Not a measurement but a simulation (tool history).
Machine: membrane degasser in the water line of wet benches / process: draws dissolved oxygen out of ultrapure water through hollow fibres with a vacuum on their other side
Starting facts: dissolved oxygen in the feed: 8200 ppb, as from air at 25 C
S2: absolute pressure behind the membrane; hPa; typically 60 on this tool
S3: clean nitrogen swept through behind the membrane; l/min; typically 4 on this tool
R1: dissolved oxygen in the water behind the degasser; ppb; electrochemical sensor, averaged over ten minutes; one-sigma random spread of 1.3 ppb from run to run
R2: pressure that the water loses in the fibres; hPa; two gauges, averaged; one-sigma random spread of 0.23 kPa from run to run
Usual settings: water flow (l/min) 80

{"run": 1, "hour": 0.0, "water flow (l/min)": 80, "S2": 60, "S3": 4, "R1": 127.5, "R2": 576.8}
{"run": 2, "hour": 109.4, "water flow (l/min)": 80, "S2": 60, "S3": 4, "R1": 124.3, "R2": 577.4}
{"run": 3, "hour": 201.1, "water flow (l/min)": 80, "S2": 60, "S3": 4, "R1": 123.2, "R2": 575.9}
{"run": 4, "hour": 267.4, "water flow (l/min)": 80, "S2": 60, "S3": 4, "R1": 121.2, "R2": 575.2}
{"run": 5, "hour": 366.9, "water flow (l/min)": 80, "S2": 60, "S3": 4, "R1": 126.3, "R2": 579}
{"run": 6, "hour": 446.6, "water flow (l/min)": 80, "S2": 60, "S3": 4, "R1": 126.2, "R2": 581.7}
{"run": 7, "hour": 521.0, "water flow (l/min)": 80, "S2": 60, "S3": 4, "R1": 126.4, "R2": 585.9}
{"hour": 528.3, "done": "vacuum gauge calibrated"}
{"run": 8, "hour": 633.8, "water flow (l/min)": 80, "S2": 60, "S3": 4, "R1": 126.6, "R2": 578.7}
{"run": 9, "hour": 744.6, "water flow (l/min)": 80, "S2": 60, "S3": 4, "R1": 127.6, "R2": 575.6}
{"run": 10, "hour": 815.4, "water flow (l/min)": 80, "S2": 60, "S3": 4, "R1": 125.5, "R2": 578.8}
{"hour": 902.2, "done": "seals of the vacuum lines changed"}
{"run": 11, "hour": 930.3, "water flow (l/min)": 80, "S2": 60, "S3": 1.76, "R1": 244.7, "R2": 576.4}
{"run": 12, "hour": 1015.4, "water flow (l/min)": 80, "S2": 60, "S3": 1.76, "R1": 247.9, "R2": 579.6}
{"run": 13, "hour": 1088.9, "water flow (l/min)": 80, "S2": 60, "S3": 1.76, "R1": 242.6, "R2": 576.3}
{"run": 14, "hour": 1171.1, "water flow (l/min)": 80, "S2": 60, "S3": 1.95, "R1": 223.2, "R2": 579.7}
{"run": 15, "hour": 1263.2, "water flow (l/min)": 80, "S2": 60, "S3": 4, "R1": 125.3, "R2": 578.3}
{"run": 16, "hour": 1372.1, "water flow (l/min)": 80, "S2": 60, "S3": 4, "R1": 126, "R2": 574.8}
{"run": 17, "hour": 1451.3, "water flow (l/min)": 80, "S2": 60, "S3": 4, "R1": 124.2, "R2": 576.1}
{"run": 18, "hour": 1501.4, "water flow (l/min)": 80, "S2": 60, "S3": 4, "R1": 125.1, "R2": 578.8}
{"run": 19, "hour": 1572.4, "water flow (l/min)": 80, "S2": 60, "S3": 4, "R1": 123.8, "R2": 578.7}
{"run": 20, "hour": 1688.1, "water flow (l/min)": 77, "S2": 91.1, "S3": 3.35, "R1": 292.3, "R2": 558.3}
{"run": 21, "hour": 1791.4, "water flow (l/min)": 64, "S2": 56.5, "S3": 11.75, "R1": 33.2, "R2": 464.4}
{"run": 22, "hour": 1878.1, "water flow (l/min)": 64, "S2": 56.5, "S3": 11.75, "R1": 33.6, "R2": 459.9}
{"run": 23, "hour": 1940.3, "water flow (l/min)": 64, "S2": 56.5, "S3": 11.75, "R1": 34, "R2": 467.3}
{"run": 24, "hour": 2020.0, "water flow (l/min)": 64, "S2": 56.5, "S3": 11.75, "R1": 34.1, "R2": 461.2}
{"run": 25, "hour": 2079.7, "water flow (l/min)": 64, "S2": 118.6, "S3": 10.21, "R1": 129.5, "R2": 464.5}
{"run": 26, "hour": 2138.5, "water flow (l/min)": 64, "S2": 118.6, "S3": 10.21, "R1": 129.5, "R2": 465.1}

What does the tool deliver on the next run?
{"run": 27, "hour": 2199.4, "water flow (l/min)": 80, "S2": 146.9, "S3": 4.45, "R1": "?", "R2": "?"}

Run 27 gave R1 445.9 ppb, R2 576.7 hPa.
With no hidden state in the tool, this same run would have given R1 445.9 ppb, R2 576.5 hPa.
